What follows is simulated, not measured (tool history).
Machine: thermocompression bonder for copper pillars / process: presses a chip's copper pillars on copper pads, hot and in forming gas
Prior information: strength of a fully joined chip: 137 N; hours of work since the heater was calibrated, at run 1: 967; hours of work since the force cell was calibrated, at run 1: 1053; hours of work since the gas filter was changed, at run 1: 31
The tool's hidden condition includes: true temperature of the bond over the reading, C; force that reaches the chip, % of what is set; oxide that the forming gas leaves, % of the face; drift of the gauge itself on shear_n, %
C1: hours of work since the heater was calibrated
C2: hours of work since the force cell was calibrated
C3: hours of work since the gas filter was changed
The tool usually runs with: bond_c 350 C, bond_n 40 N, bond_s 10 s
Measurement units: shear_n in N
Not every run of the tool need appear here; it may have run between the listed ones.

run 1 hour=0 | bond_c=350 bond_n=40 bond_s=10 | C1=967 C2=1053 C3=31 | shear_n=49.7
run 2 hour=70.9 | bond_c=350 bond_n=26 bond_s=10 | C1=1021 C2=1107 C3=85 | shear_n=32.3
run 3 hour=131.5 | bond_c=350 bond_n=26 bond_s=28 | C1=1067 C2=1153 C3=131 | shear_n=50
run 4 hour=188.9 | bond_c=350 bond_n=26 bond_s=28 | C1=1111 C2=1197 C3=175 | shear_n=49.8
run 5 hour=220 | bond_c=350 bond_n=40 bond_s=6 | C1=1134 C2=1220 C3=199 | shear_n=40.5
run 6 hour=269.4 | bond_c=350 bond_n=40 bond_s=6 | C1=1172 C2=1258 C3=236 | shear_n=38.4
run 7 hour=319.6 | bond_c=350 bond_n=29 bond_s=10 | C1=1210 C2=1296 C3=275 | shear_n=36.3
run 8 hour=355.5 | bond_c=350 bond_n=40 bond_s=10 | C1=1237 C2=1324 C3=302 | shear_n=48.8
run 9 hour=428.2 | bond_c=350 bond_n=40 bond_s=10 | C1=1293 C2=1379 C3=357 | shear_n=48.7
run 10 hour=490.6 | bond_c=350 bond_n=40 bond_s=10 | C1=1340 C2=1426 C3=405 | shear_n=49.4
run 11 hour=540.7 | bond_c=350 bond_n=40 bond_s=10 | C1=1378 C2=1465 C3=443 | shear_n=48
run 12 hour=591 | bond_c=350 bond_n=40 bond_s=23 | C1=1417 C2=1503 C3=481 | shear_n=65.1
-- hour=609.2 forming gas filter changed
-- hour=615.9 force cell calibrated
run 13 hour=624.1 | bond_c=350 bond_n=40 bond_s=23 | C1=1440 C2=6 C3=10 | shear_n=64.3
run 14 hour=663.7 | bond_c=350 bond_n=40 bond_s=23 | C1=1471 C2=36 C3=40 | shear_n=64.1
run 15 hour=701.8 | bond_c=350 bond_n=40 bond_s=23 | C1=1500 C2=65 C3=69 | shear_n=64
run 16 hour=766 | bond_c=350 bond_n=40 bond_s=23 | C1=1548 C2=114 C3=118 | shear_n=63.1
run 17 hour=812.2 | bond_c=350 bond_n=40 bond_s=23 | C1=1584 C2=149 C3=153 | shear_n=63.2
run 18 hour=843.6 | bond_c=350 bond_n=40 bond_s=23 | C1=1608 C2=173 C3=177 | shear_n=63.4
run 19 hour=877.3 | bond_c=350 bond_n=40 bond_s=23 | C1=1633 C2=199 C3=203 | shear_n=63.5
-- hour=897.6 heater calibrated with a thermocouple chip
run 20 hour=915.2 | bond_c=352 bond_n=56 bond_s=15 | C1=13 C2=226 C3=230 | shear_n=79.5
run 21 hour=985.4 | bond_c=328 bond_n=34 bond_s=10 | C1=67 C2=280 C3=284 | shear_n=35
run 22 hour=1031.4 | bond_c=328 bond_n=34 bond_s=10 | C1=102 C2=315 C3=319 | shear_n=35.7
run 23 hour=1087.6 | bond_c=360 bond_n=39 bond_s=6 | C1=145 C2=358 C3=362 | shear_n=44.5
run 24 hour=1149 | bond_c=351 bond_n=27 bond_s=7 | C1=191 C2=404 C3=408 | shear_n=29.9
run 25 hour=1215.4 | bond_c=351 bond_n=27 bond_s=14 | C1=242 C2=455 C3=459 | shear_n=38.4
-- hour=1264.4 forming gas filter changed
run 26 hour=1267.7 | bond_c=378 bond_n=27 bond_s=24 | C1=281 C2=494 C3=2 | shear_n=61.8
run 27 hour=1326.4 | bond_c=378 bond_n=27 bond_s=24 | C1=326 C2=539 C3=47 | shear_n=62
run 28 hour=1376.6 | bond_c=333 bond_n=46 bond_s=28 | C1=364 C2=577 C3=85 | shear_n=71.6
run 29 hour=1446.2 | bond_c=333 bond_n=46 bond_s=28 | C1=417 C2=630 C3=138 | shear_n=72.6
run 30 hour=1501.1 | bond_c=333 bond_n=46 bond_s=28 | C1=459 C2=672 C3=180 | shear_n=71.5
run 31 hour=1533.2 | bond_c=350 bond_n=36 bond_s=17 | C1=484 C2=696 C3=205 | shear_n=56.4
run 32 hour=1587.8 | bond_c=380 bond_n=40 bond_s=13 | C1=525 C2=738 C3=246 | shear_n=69.5
run 33 hour=1636.2 | bond_c=380 bond_n=40 bond_s=13 | C1=562 C2=775 C3=283 | shear_n=68.8
run 34 hour=1698.2 | bond_c=380 bond_n=52 bond_s=13 | C1=609 C2=822 C3=330 | shear_n=85.3
run 35 hour=1738.4 | bond_c=380 bond_n=52 bond_s=13 | C1=640 C2=853 C3=361 | shear_n=86.6
run 36 hour=1805.8 | bond_c=332 bond_n=29 bond_s=10 | C1=691 C2=904 C3=412 | shear_n=30.8
run 37 hour=1849.9 | bond_c=350 bond_n=40 bond_s=6 | C1=725 C2=938 C3=446 | shear_n=40.4

What differs in the tool's unlogged condition from the final listed run ahead of each entry between runs to the first listed run following it?
From run 12 to run 13: forming gas filter changed (hour 609.2); force cell calibrated (hour 615.9)
  true temperature of the bond over the reading, C: -10.3 -> -10.4; force that reaches the chip, % of what is set: 106.9 -> 100.6; oxide that the forming gas leaves, % of the face: 3.13 -> 0.69
  what was measured, less what the result would be without the hidden state, shear_n: -3.6 -> -5.5 N
From run 19 to run 20: heater calibrated with a thermocouple chip (hour 897.6)
  true temperature of the bond over the reading, C: -11.9 -> -1; force that reaches the chip, % of what is set: 101.4 -> 101.5; oxide that the forming gas leaves, % of the face: 1.75 -> 1.89
  what was measured, less what the result would be without the hidden state, shear_n: -6.5 -> -0.8 N
From run 25 to run 26: forming gas filter changed (hour 1264.4)
  true temperature of the bond over the reading, C: -2.6 -> -2.9; force that reaches the chip, % of what is set: 102.5 -> 102.7; oxide that the forming gas leaves, % of the face: 3.2 -> 0.57
  what was measured, less what the result would be without the hidden state, shear_n: -1.1 -> +0 N
